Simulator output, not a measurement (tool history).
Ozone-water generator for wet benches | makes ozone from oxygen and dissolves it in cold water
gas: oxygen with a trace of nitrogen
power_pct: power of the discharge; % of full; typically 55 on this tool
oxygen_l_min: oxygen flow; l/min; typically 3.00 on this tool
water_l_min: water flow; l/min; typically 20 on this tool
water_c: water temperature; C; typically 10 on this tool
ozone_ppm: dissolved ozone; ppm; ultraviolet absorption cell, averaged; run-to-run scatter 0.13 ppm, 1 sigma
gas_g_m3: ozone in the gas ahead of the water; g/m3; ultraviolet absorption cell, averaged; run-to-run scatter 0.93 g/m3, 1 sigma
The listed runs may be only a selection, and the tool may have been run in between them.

run    hour  power_pct  oxygen_l_min  water_l_min  water_c  ozone_ppm  gas_g_m3
  1     0.0         55          3.00           20       10       13.3     149.0
  2    52.0         55          3.00           20       10       13.3     148.2
  3   115.4         55          3.00           19       10       14.0     148.1
  4   212.9         55          3.00           19       10       14.0     147.4
  5   297.4         55          3.00           19       10       13.8     147.4
  6   379.0         55          3.00           19       10       14.3     148.5
  7   490.8         55          3.00           19       10       14.1     148.2
  8   586.1         55          3.00           19       10       13.7     149.8
  9   664.4         55          3.00           19       10       14.1     147.0
 10   730.7         55          3.00           20       10       13.3     147.0
 11   830.4         55          2.10           20       16       10.8     168.1
 12   952.8         55          2.10           20       16       10.9     167.5
 13  1038.8         55          2.28           20       16       11.2     162.5
 14  1115.8         45          3.00           14       10       16.2     126.7
 15  1170.4         68          5.19           15       13       22.4     137.0
 16  1233.6         68          5.19           15       13       22.0     139.9
 17  1323.4         76          3.00           20       10       17.6     184.1
 18  1437.8         55          3.00           30       10        9.2     145.4
 19  1513.1         64          3.04           17       12       17.6     161.5

Put back what was entered between runs (1 entry, withheld): which listed runs does each sit between, and how does the hidden state differ from the listed run before to the listed run after?
From run 13 to run 14: contactor cleaned (hour 1088.6)
  yield of the discharge, % of new electrodes': 92.6 -> 92.5; contactor's efficiency, % of a clean one's: 86.6 -> 99.8; true water temperature over the reading, C: 0.22 -> 0.23
  the result without the hidden state subtracted from the measured one, ozone_ppm: -1.4 -> -0.9 ppm; gas_g_m3: -10.6 -> -6.7 g/m3
